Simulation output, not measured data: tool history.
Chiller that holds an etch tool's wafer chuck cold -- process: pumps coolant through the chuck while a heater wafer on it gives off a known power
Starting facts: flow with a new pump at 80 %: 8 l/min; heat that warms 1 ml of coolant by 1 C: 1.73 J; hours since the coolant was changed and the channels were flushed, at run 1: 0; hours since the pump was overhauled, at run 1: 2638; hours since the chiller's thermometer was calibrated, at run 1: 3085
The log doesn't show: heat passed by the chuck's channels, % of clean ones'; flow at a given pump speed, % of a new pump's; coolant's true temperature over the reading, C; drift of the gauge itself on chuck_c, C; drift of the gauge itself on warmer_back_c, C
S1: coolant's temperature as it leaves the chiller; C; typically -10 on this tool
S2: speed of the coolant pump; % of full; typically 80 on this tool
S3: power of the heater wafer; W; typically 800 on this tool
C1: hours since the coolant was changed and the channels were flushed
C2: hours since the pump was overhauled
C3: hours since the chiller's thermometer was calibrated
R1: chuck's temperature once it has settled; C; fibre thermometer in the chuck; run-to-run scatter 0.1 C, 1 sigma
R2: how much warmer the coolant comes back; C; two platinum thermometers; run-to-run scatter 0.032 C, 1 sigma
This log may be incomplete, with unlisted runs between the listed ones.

| run | hour | S1 | S2 | S3 | C1 | C2 | C3 | R1 | R2 |
|---|---|---|---|---|---|---|---|---|---|
| 1 | 0 | -10 | 80 | 800 | 0 | 2638 | 3085 | -0.6 | 3.75 |
| 2 | 77.6 | -10 | 80 | 800 | 78 | 2715 | 3162 | -0.6 | 3.68 |
| 3 | 132.1 | -10 | 80 | 800 | 132 | 2770 | 3217 | -0.4 | 3.77 |
| 4 | 166 | -12 | 80 | 800 | 166 | 2804 | 3251 | -2.5 | 3.68 |
| 5 | 213.6 | -12 | 80 | 1131 | 214 | 2851 | 3298 | 1.2 | 5.26 |
| 6 | 266.3 | -10 | 80 | 1160 | 266 | 2904 | 3351 | 3.6 | 5.42 |
| 7 | 343 | -10 | 63 | 1160 | 343 | 2981 | 3428 | 6.4 | 7.14 |
| 8 | 391.2 | -10 | 63 | 1160 | 391 | 3029 | 3476 | 6.5 | 7.11 |
| 9 | 427.1 | -10 | 80 | 1140 | 427 | 3065 | 3512 | 3.6 | 5.36 |
| 10 | 495.2 | -10 | 80 | 1140 | 495 | 3133 | 3580 | 3.6 | 5.38 |
| 11 | 533.4 | -10 | 80 | 800 | 533 | 3171 | 3618 | -0.2 | 3.71 |
| 12 | 608.6 | -11 | 72 | 800 | 609 | 3246 | 3693 | -0.3 | 4.28 |
| 13 | 687.1 | -11 | 72 | 800 | 687 | 3325 | 3772 | -0.4 | 4.29 |
|  | 719.7 | chiller's thermometer calibrated |
| 14 | 759.1 | -7 | 80 | 800 | 758 | 3396 | 39 | 2 | 3.8 |
| 15 | 795.6 | -10 | 80 | 800 | 795 | 3432 | 76 | -0.8 | 3.77 |
| 16 | 875.2 | -10 | 88 | 923 | 874 | 3512 | 155 | -0.3 | 4.05 |
| 17 | 908.9 | -14 | 78 | 939 | 908 | 3546 | 189 | -3 | 4.63 |
| 18 | 975.1 | -10 | 80 | 1043 | 974 | 3612 | 255 | 1.9 | 5 |
| 19 | 1020 | -10 | 80 | 1043 | 1019 | 3657 | 300 | 2 | 4.93 |
| 20 | 1054 | -10 | 80 | 1043 | 1053 | 3691 | 334 | 2 | 5.03 |
| 21 | 1104.4 | -10 | 80 | 1043 | 1103 | 3741 | 385 | 2 | 5.04 |
| 22 | 1183.6 | -9 | 69 | 1190 | 1183 | 3820 | 464 | 6.7 | 6.74 |

3 ways to go on from here, each from the tool as it stands after run 22. What would each give?
| A | 1252.4 | -10 | 80 | 778 | 1251 | 3889 | 533 | ? | ? |
| B | 1252.4 | -10 | 80 | 937 | 1251 | 3889 | 533 | ? | ? |
| C | 1252.4 | -10 | 94 | 1190 | 1251 | 3889 | 533 | ? | ? |

| run | R1 | R2 |
|---|---|---|
| A | -0.8 | 3.76 |
| B | 1.1 | 4.55 |
| C | 2.1 | 4.79 |
The same runs, with their run-to-run variation unchanged, on a tool lacking any hidden condition would have given:
| run | R1 | R2 |
|---|---|---|
| A | -1.9 | 3.36 |
| B | -0.1 | 4.07 |
| C | 0.7 | 4.29 |
